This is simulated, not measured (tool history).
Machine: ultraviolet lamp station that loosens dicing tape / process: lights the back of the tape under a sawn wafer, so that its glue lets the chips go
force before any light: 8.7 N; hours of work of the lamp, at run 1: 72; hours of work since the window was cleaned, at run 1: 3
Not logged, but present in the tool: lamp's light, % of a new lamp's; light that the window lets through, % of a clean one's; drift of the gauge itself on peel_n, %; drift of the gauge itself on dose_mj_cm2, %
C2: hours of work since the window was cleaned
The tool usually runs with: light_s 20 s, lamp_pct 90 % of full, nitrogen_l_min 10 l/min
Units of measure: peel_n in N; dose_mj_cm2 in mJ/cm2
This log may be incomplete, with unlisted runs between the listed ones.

Run 1, hour 0.0: usual settings; hours of work of the lamp 72; C2 3. Result: peel_n 0.508 N, dose_mj_cm2 288 mJ/cm2.
Run 2, hour 8.4: usual settings but light_s 13 s; hours of work of the lamp 78; C2 9. Result: peel_n 1.232 N, dose_mj_cm2 186 mJ/cm2.
Run 3, hour 14.9: usual settings but light_s 16 s; hours of work of the lamp 82; C2 13. Result: peel_n 0.836 N, dose_mj_cm2 227 mJ/cm2.
Run 4, hour 21.3: usual settings but light_s 16 s; hours of work of the lamp 87; C2 18. Result: peel_n 0.841 N, dose_mj_cm2 227 mJ/cm2.
Run 5, hour 28.1: usual settings but light_s 16 s; hours of work of the lamp 92; C2 23. Result: peel_n 0.890 N, dose_mj_cm2 228 mJ/cm2.
Run 6, hour 32.1: usual settings but light_s 16 s; hours of work of the lamp 94; C2 25. Result: peel_n 0.854 N, dose_mj_cm2 225 mJ/cm2.
Run 7, hour 40.9: usual settings but light_s 16 s; hours of work of the lamp 101; C2 32. Result: peel_n 0.853 N, dose_mj_cm2 224 mJ/cm2.
Run 8, hour 48.9: usual settings but light_s 16 s, lamp_pct 80 % of full, nitrogen_l_min 7 l/min; hours of work of the lamp 106; C2 37. Result: peel_n 1.443 N, dose_mj_cm2 200 mJ/cm2.
At hour 50.1: window cleaned of glue's vapour.
Run 9, hour 58.1: usual settings but light_s 16 s, lamp_pct 80 % of full, nitrogen_l_min 7 l/min; hours of work of the lamp 112; C2 6. Result: peel_n 1.452 N, dose_mj_cm2 197 mJ/cm2.
Run 10, hour 66.8: usual settings but light_s 16 s, lamp_pct 80 % of full, nitrogen_l_min 7 l/min; hours of work of the lamp 119; C2 12. Result: peel_n 1.422 N, dose_mj_cm2 194 mJ/cm2.
Run 11, hour 73.9: usual settings but light_s 16 s, lamp_pct 80 % of full, nitrogen_l_min 7 l/min; hours of work of the lamp 124; C2 17. Result: peel_n 1.446 N, dose_mj_cm2 194 mJ/cm2.

Difference, measured minus no-hidden-state, one row per run. Run-to-run variation is common to both terms; the gauge's own scatter need not be:
run  peel_n  dose_mj_cm2
  1  +0.053          -14
  2  +0.112          -10
  3  +0.095          -14
  4  +0.102          -15
  5  +0.114          -15
  6  +0.114          -16
  7  +0.122          -17
  8  +0.183          -16
  9  +0.204          -18
 10  +0.210          -19
 11  +0.224          -19
